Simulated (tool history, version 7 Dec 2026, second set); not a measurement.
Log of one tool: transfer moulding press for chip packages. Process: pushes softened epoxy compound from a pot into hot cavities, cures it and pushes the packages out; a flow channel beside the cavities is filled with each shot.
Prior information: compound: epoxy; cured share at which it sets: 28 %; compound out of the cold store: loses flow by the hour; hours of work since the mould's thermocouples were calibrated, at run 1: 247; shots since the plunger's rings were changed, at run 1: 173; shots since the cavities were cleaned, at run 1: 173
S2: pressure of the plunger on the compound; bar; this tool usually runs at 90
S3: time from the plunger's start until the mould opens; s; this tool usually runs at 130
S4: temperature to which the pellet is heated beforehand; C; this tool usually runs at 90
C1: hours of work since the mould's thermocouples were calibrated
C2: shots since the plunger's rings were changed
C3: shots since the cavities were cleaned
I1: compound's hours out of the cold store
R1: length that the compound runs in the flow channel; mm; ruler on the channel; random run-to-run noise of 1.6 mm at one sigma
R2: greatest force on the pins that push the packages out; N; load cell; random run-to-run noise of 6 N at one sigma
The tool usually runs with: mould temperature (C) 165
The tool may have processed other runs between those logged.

{"run": 1, "hour": 0.0, "mould temperature (C)": 165, "S2": 90, "S3": 130, "S4": 90, "C1": 247, "C2": 173, "C3": 173, "I1": 45.4, "R1": 678, "R2": 284}
{"run": 2, "hour": 20.1, "mould temperature (C)": 165, "S2": 90, "S3": 142, "S4": 90, "C1": 255, "C2": 298, "C3": 298, "I1": 11.4, "R1": 827, "R2": 288}
{"run": 3, "hour": 38.9, "mould temperature (C)": 165, "S2": 90, "S3": 142, "S4": 90, "C1": 263, "C2": 415, "C3": 415, "I1": 32, "R1": 730, "R2": 310}
{"run": 4, "hour": 63.7, "mould temperature (C)": 165, "S2": 90, "S3": 142, "S4": 90, "C1": 273, "C2": 569, "C3": 569, "I1": 13.8, "R1": 811, "R2": 353}
{"run": 5, "hour": 89.4, "mould temperature (C)": 165, "S2": 90, "S3": 130, "S4": 98, "C1": 283, "C2": 729, "C3": 729, "I1": 44.3, "R1": 678, "R2": 354}
{"run": 6, "hour": 108.2, "mould temperature (C)": 165, "S2": 90, "S3": 130, "S4": 90, "C1": 291, "C2": 846, "C3": 846, "I1": 26.9, "R1": 747, "R2": 366}
{"run": 7, "hour": 133.2, "mould temperature (C)": 165, "S2": 90, "S3": 130, "S4": 90, "C1": 301, "C2": 1001, "C3": 1001, "I1": 31.2, "R1": 727, "R2": 391}
{"run": 8, "hour": 148.2, "mould temperature (C)": 165, "S2": 90, "S3": 130, "S4": 90, "C1": 307, "C2": 1095, "C3": 1095, "I1": 45.7, "R1": 668, "R2": 375}
{"hour": 159.4, "done": "cavities cleaned with cleaning compound and waxed"}
{"run": 9, "hour": 170.2, "mould temperature (C)": 165, "S2": 90, "S3": 130, "S4": 90, "C1": 316, "C2": 1222, "C3": 67, "I1": 44.1, "R1": 673, "R2": 244}
{"run": 10, "hour": 190.9, "mould temperature (C)": 165, "S2": 90, "S3": 130, "S4": 90, "C1": 324, "C2": 1351, "C3": 196, "I1": 34.5, "R1": 708, "R2": 288}
{"run": 11, "hour": 220.9, "mould temperature (C)": 165, "S2": 90, "S3": 130, "S4": 80, "C1": 336, "C2": 1537, "C3": 382, "I1": 18, "R1": 783, "R2": 321}
{"run": 12, "hour": 238.2, "mould temperature (C)": 165, "S2": 90, "S3": 130, "S4": 80, "C1": 343, "C2": 1645, "C3": 490, "I1": 41.5, "R1": 676, "R2": 342}
{"run": 13, "hour": 261.0, "mould temperature (C)": 167, "S2": 90, "S3": 130, "S4": 90, "C1": 352, "C2": 1787, "C3": 632, "I1": 44.9, "R1": 659, "R2": 336}
{"run": 14, "hour": 275.4, "mould temperature (C)": 167, "S2": 90, "S3": 130, "S4": 90, "C1": 358, "C2": 1876, "C3": 721, "I1": 42.2, "R1": 668, "R2": 345}
{"run": 15, "hour": 292.1, "mould temperature (C)": 167, "S2": 94.6, "S3": 130, "S4": 98, "C1": 365, "C2": 1980, "C3": 825, "I1": 10.5, "R1": 827, "R2": 352}
{"run": 16, "hour": 304.3, "mould temperature (C)": 165, "S2": 99.2, "S3": 130, "S4": 88, "C1": 370, "C2": 2056, "C3": 901, "I1": 23.9, "R1": 781, "R2": 375}
{"run": 17, "hour": 325.3, "mould temperature (C)": 165, "S2": 90, "S3": 137, "S4": 85, "C1": 378, "C2": 2186, "C3": 1031, "I1": 19, "R1": 763, "R2": 370}
{"run": 18, "hour": 339.1, "mould temperature (C)": 165, "S2": 79.6, "S3": 112, "S4": 90, "C1": 384, "C2": 2272, "C3": 1117, "I1": 43, "R1": 627, "R2": 440}
{"hour": 346.7, "done": "cavities cleaned with cleaning compound and waxed"}
{"run": 19, "hour": 369.2, "mould temperature (C)": 165, "S2": 79.6, "S3": 112, "S4": 90, "C1": 396, "C2": 2450, "C3": 140, "I1": 13.8, "R1": 740, "R2": 344}
{"run": 20, "hour": 397.1, "mould temperature (C)": 167, "S2": 108.7, "S3": 164, "S4": 87, "C1": 407, "C2": 2623, "C3": 313, "I1": 32.2, "R1": 767, "R2": 285}
{"hour": 402.0, "done": "plunger's sealing rings changed"}
{"run": 21, "hour": 424.6, "mould temperature (C)": 167, "S2": 108.7, "S3": 164, "S4": 87, "C1": 417, "C2": 141, "C3": 469, "I1": 37.7, "R1": 777, "R2": 298}
{"run": 22, "hour": 448.1, "mould temperature (C)": 167, "S2": 108.7, "S3": 164, "S4": 87, "C1": 426, "C2": 287, "C3": 615, "I1": 43.4, "R1": 750, "R2": 315}
{"run": 23, "hour": 470.9, "mould temperature (C)": 157, "S2": 74.5, "S3": 168, "S4": 96, "C1": 436, "C2": 429, "C3": 757, "I1": 10, "R1": 776, "R2": 392}
{"run": 24, "hour": 486.1, "mould temperature (C)": 157, "S2": 74.5, "S3": 168, "S4": 96, "C1": 442, "C2": 523, "C3": 851, "I1": 24.4, "R1": 707, "R2": 394}
{"run": 25, "hour": 512.8, "mould temperature (C)": 159, "S2": 76.7, "S3": 130, "S4": 80, "C1": 453, "C2": 689, "C3": 1017, "I1": 19.3, "R1": 735, "R2": 582}
{"hour": 536.2, "done": "cavities cleaned with cleaning compound and waxed"}
{"run": 26, "hour": 536.2, "mould temperature (C)": 159, "S2": 76.7, "S3": 130, "S4": 80, "C1": 461, "C2": 825, "C3": 0, "I1": 37.8, "R1": 659, "R2": 305}
{"run": 27, "hour": 556.0, "mould temperature (C)": 167, "S2": 83.1, "S3": 127, "S4": 86, "C1": 470, "C2": 948, "C3": 123, "I1": 42.7, "R1": 650, "R2": 253}
{"run": 28, "hour": 571.4, "mould temperature (C)": 168, "S2": 90, "S3": 130, "S4": 90, "C1": 476, "C2": 1045, "C3": 220, "I1": 47.7, "R1": 655, "R2": 262}

5 options for the next run, each taken on its own from the tool as it stands now. Forecast them:
{"run": "A", "hour": 591.0, "mould temperature (C)": 165, "S2": 80, "S3": 111, "S4": 90, "C1": 484, "C2": 1166, "C3": 341, "I1": 37.3, "R1": "?", "R2": "?"}
{"run": "B", "hour": 591.0, "mould temperature (C)": 163, "S2": 90, "S3": 130, "S4": 90, "C1": 484, "C2": 1166, "C3": 341, "I1": 41.1, "R1": "?", "R2": "?"}
{"run": "C", "hour": 591.0, "mould temperature (C)": 166, "S2": 90, "S3": 130, "S4": 90, "C1": 484, "C2": 1166, "C3": 341, "I1": 16.6, "R1": "?", "R2": "?"}
{"run": "D", "hour": 591.0, "mould temperature (C)": 162, "S2": 90, "S3": 162, "S4": 95, "C1": 484, "C2": 1166, "C3": 341, "I1": 25.7, "R1": "?", "R2": "?"}
{"run": "E", "hour": 591.0, "mould temperature (C)": 164, "S2": 72.6, "S3": 163, "S4": 90, "C1": 484, "C2": 1166, "C3": 341, "I1": 40.3, "R1": "?", "R2": "?"}

run=A R1=662 R2=375
run=B R1=688 R2=345
run=C R1=788 R2=305
run=D R1=755 R2=299
run=E R1=620 R2=273
Take away the tool's hidden state, keep each run's random variation, and the runs would have read:
run=A R1=675 R2=256
run=B R1=702 R2=239
run=C R1=803 R2=212
run=D R1=770 R2=211
run=E R1=632 R2=193

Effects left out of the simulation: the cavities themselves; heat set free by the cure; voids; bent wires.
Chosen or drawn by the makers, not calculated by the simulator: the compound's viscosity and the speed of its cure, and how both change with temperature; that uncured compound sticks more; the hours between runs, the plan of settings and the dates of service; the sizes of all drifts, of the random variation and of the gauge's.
